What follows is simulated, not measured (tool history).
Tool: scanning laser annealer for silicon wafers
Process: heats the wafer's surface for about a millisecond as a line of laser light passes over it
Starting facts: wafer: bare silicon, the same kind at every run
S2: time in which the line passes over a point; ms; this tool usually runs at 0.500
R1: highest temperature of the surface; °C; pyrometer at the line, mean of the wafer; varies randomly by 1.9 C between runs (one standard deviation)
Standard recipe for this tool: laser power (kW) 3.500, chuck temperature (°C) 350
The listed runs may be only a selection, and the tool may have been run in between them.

Run 1, hour 0.0: usual settings. Result: R1 1171 °C.
Run 2, hour 24.4: usual settings. Result: R1 1168 °C.
Run 3, hour 50.2: usual settings. Result: R1 1170 °C.
Run 4, hour 64.2: usual settings. Result: R1 1165 °C.
At hour 74.0: window over the wafer cleaned.
Run 5, hour 78.0: usual settings. Result: R1 1181 °C.
Run 6, hour 90.1: usual settings. Result: R1 1179 °C.
Run 7, hour 111.3: usual settings but S2 0.379 ms. Result: R1 1064 °C.
Run 8, hour 138.0: usual settings. Result: R1 1179 °C.
Run 9, hour 164.6: usual settings. Result: R1 1180 °C.
Run 10, hour 183.9: usual settings but laser power (kW) 3.710. Result: R1 1242 °C.
Run 11, hour 200.8: usual settings. Result: R1 1175 °C.
Run 12, hour 221.7: usual settings. Result: R1 1178 °C.
Run 13, hour 238.2: usual settings. Result: R1 1176 °C.
Run 14, hour 256.4: usual settings but laser power (kW) 3.444, S2 0.580 ms, chuck temperature (°C) 326. Result: R1 1203 °C.
Run 15, hour 274.4: usual settings but laser power (kW) 3.444, S2 0.580 ms, chuck temperature (°C) 326. Result: R1 1197 °C.
Run 16, hour 287.2: usual settings but chuck temperature (°C) 337. Result: R1 1161 °C.
Run 17, hour 298.8: usual settings but chuck temperature (°C) 337. Result: R1 1165 °C.
Run 18, hour 315.0: usual settings but laser power (kW) 3.719, S2 0.585 ms. Result: R1 1322 °C.
Run 19, hour 337.5: usual settings but S2 0.523 ms, chuck temperature (°C) 389. Result: R1 1232 °C.
Run 20, hour 364.7: usual settings but S2 0.523 ms, chuck temperature (°C) 389. Result: R1 1232 °C.
Run 21, hour 384.7: usual settings but S2 0.523 ms, chuck temperature (°C) 389. Result: R1 1230 °C.
Run 22, hour 409.5: usual settings but S2 0.367 ms. Result: R1 1049 °C.
Run 23, hour 432.9: usual settings but laser power (kW) 3.199, S2 0.559 ms, chuck temperature (°C) 362. Result: R1 1135 °C.
Run 24, hour 460.6: usual settings but laser power (kW) 3.199, S2 0.559 ms, chuck temperature (°C) 362. Result: R1 1136 °C.
Run 25, hour 484.4: usual settings but laser power (kW) 3.131, S2 0.464 ms, chuck temperature (°C) 361. Result: R1 1042 °C.

A few steps of R1 between consecutive runs. Split each: what settings, incoming material and random variation would produce without the hidden state, and what is left over for the hidden state, along with gauge scatter present in only one of the two compared results (measured, and without hidden state):
The hidden state here: light that passes the window, % of a clean one's; laser's true power over the reading, %; width of the line over the set one, %; drift of the gauge itself on peak_c, C.
Run 4 -> 5: window over the wafer cleaned. R1 +16 °C: hidden state +14, all else +2.
Run 17 -> 18: laser power (kW) 3.500 -> 3.719, S2 0.500 -> 0.585, chuck temperature (°C) 337 -> 350. R1 +157 °C: hidden state -3, all else +160.
Run 21 -> 22: S2 0.523 -> 0.367, chuck temperature (°C) 389 -> 350. R1 -181 °C: hidden state +2, all else -183.
